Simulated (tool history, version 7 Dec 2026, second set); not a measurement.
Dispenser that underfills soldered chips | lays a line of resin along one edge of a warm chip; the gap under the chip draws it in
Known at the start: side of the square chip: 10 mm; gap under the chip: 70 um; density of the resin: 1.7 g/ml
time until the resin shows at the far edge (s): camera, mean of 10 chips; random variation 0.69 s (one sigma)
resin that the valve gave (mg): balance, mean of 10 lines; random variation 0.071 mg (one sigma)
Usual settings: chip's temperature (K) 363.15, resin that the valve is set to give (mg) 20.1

run,hour,chip's temperature (K),resin that the valve is set to give (mg),time until the resin shows at the far edge (s),resin that the valve gave (mg)
1,0.0,363.15,20.1,92.2,19.27
# hour 12.8: new syringe of resin
2,12.8,363.15,20.1,67.4,19.11
3,22.3,371.15,20.1,77.1,19.07
4,30.0,371.15,20.1,111.3,18.95
# hour 32.8: new syringe of resin
5,37.6,371.15,20.1,62.1,19.01
6,51.0,371.15,20.1,120.3,18.80
# hour 52.8: new syringe of resin
7,64.9,363.15,20.1,124.0,18.81
# hour 72.7: new syringe of resin
8,79.0,363.15,20.1,93.2,18.66
# hour 92.2: new syringe of resin
# hour 94.0: dispensing valve cleaned and set on the balance
9,96.8,378.15,21.4,43.3,21.44
# hour 112.5: new syringe of resin
10,112.5,378.15,21.4,35.5,21.35
11,119.6,354.15,19.9,141.5,19.65
12,127.7,353.15,18.5,227.7,18.13
# hour 132.3: new syringe of resin
13,140.5,371.15,19.9,73.0,19.53

Forecast each of these 4 alternatives for the next run:
# hour 152.2: new syringe of resin
A,155.2,362.15,17.2,?,?
# hour 152.2: new syringe of resin
B,155.2,357.15,17.4,?,?
# hour 152.2: new syringe of resin
C,155.2,375.15,19.9,?,?
# hour 152.2: new syringe of resin
D,155.2,368.15,20.1,?,?

run,time until the resin shows at the far edge (s),resin that the valve gave (mg)
A,82.3,16.76
B,103.1,16.84
C,47.6,19.30
D,63.7,19.56
Without the tool's hidden state the same runs would have given:
run,time until the resin shows at the far edge (s),resin that the valve gave (mg)
A,65.5,17.23
B,81.8,17.31
C,38.2,19.85
D,51.0,20.11

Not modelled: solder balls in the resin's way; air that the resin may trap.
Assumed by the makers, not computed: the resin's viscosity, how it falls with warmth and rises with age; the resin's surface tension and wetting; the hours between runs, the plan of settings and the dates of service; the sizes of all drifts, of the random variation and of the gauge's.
